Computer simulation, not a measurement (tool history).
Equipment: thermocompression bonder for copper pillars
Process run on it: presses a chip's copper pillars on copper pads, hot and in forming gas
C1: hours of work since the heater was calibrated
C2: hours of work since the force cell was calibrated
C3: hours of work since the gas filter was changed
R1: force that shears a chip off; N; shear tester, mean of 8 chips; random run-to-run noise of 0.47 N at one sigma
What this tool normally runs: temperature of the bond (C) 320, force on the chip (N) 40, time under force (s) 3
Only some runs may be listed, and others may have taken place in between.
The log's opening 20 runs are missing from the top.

Run 21, hour 471.1: usual settings but force on the chip (N) 33, time under force (s) 4; C1 559; C2 321; C3 314. Result: R1 46.3 N.
Run 22, hour 494.5: usual settings but temperature of the bond (C) 347, force on the chip (N) 26; C1 573; C2 334; C3 327. Result: R1 39 N.
Run 23, hour 520.5: usual settings but temperature of the bond (C) 292, time under force (s) 6; C1 587; C2 349; C3 342. Result: R1 53.6 N.
Run 24, hour 543.1: usual settings but temperature of the bond (C) 335, force on the chip (N) 58, time under force (s) 2; C1 600; C2 362; C3 355. Result: R1 70.3 N.
Run 25, hour 558.9: usual settings but temperature of the bond (C) 335, force on the chip (N) 58, time under force (s) 2; C1 609; C2 371; C3 364. Result: R1 71.8 N.
Run 26, hour 577: usual settings but temperature of the bond (C) 335, force on the chip (N) 58, time under force (s) 2; C1 619; C2 381; C3 374. Result: R1 70.2 N.
Run 27, hour 600.5: usual settings but temperature of the bond (C) 325, force on the chip (N) 58, time under force (s) 2; C1 633; C2 394; C3 387. Result: R1 65.8 N.
Run 28, hour 613.5: usual settings but temperature of the bond (C) 334, force on the chip (N) 38; C1 640; C2 402; C3 395. Result: R1 52.7 N.
Run 29, hour 641.5: usual settings but temperature of the bond (C) 296, force on the chip (N) 46, time under force (s) 2; C1 656; C2 417; C3 410. Result: R1 39.2 N.
Run 30, hour 663.3: usual settings but temperature of the bond (C) 319, force on the chip (N) 55, time under force (s) 2; C1 668; C2 430; C3 423. Result: R1 58.3 N.
Run 31, hour 689.8: usual settings but temperature of the bond (C) 335, force on the chip (N) 35, time under force (s) 2; C1 683; C2 445; C3 438. Result: R1 40.6 N.
Run 32, hour 719.1: usual settings but temperature of the bond (C) 335, force on the chip (N) 35, time under force (s) 2; C1 700; C2 461; C3 454. Result: R1 41 N.
Run 33, hour 744.5: usual settings but force on the chip (N) 51, time under force (s) 2; C1 714; C2 476; C3 469. Result: R1 53.9 N.
At hour 764.7: forming gas filter changed.
Run 34, hour 765.6: usual settings but force on the chip (N) 51, time under force (s) 2; C1 726; C2 487; C3 1. Result: R1 59.2 N.

Forecast each of these 4 alternatives for the next run:
Run A, hour 794.9: usual settings but force on the chip (N) 51; C1 742; C2 504; C3 17. Result: R1 ?.
Run B, hour 794.9: usual settings but temperature of the bond (C) 347, force on the chip (N) 36, time under force (s) 2; C1 742; C2 504; C3 17. Result: R1 ?.
Run C, hour 794.9: usual settings but force on the chip (N) 36; C1 742; C2 504; C3 17. Result: R1 ?.
Run D, hour 794.9: usual settings but temperature of the bond (C) 347, force on the chip (N) 41, time under force (s) 2; C1 742; C2 504; C3 17. Result: R1 ?.

run    R1
  A  69.6
  B  50.3
  C    47
  D  57.5
The same runs, with their run-to-run variation unchanged, on a tool lacking any hidden condition would have given:
run    R1
  A    74
  B  53.7
  C  50.4
  D  61.2
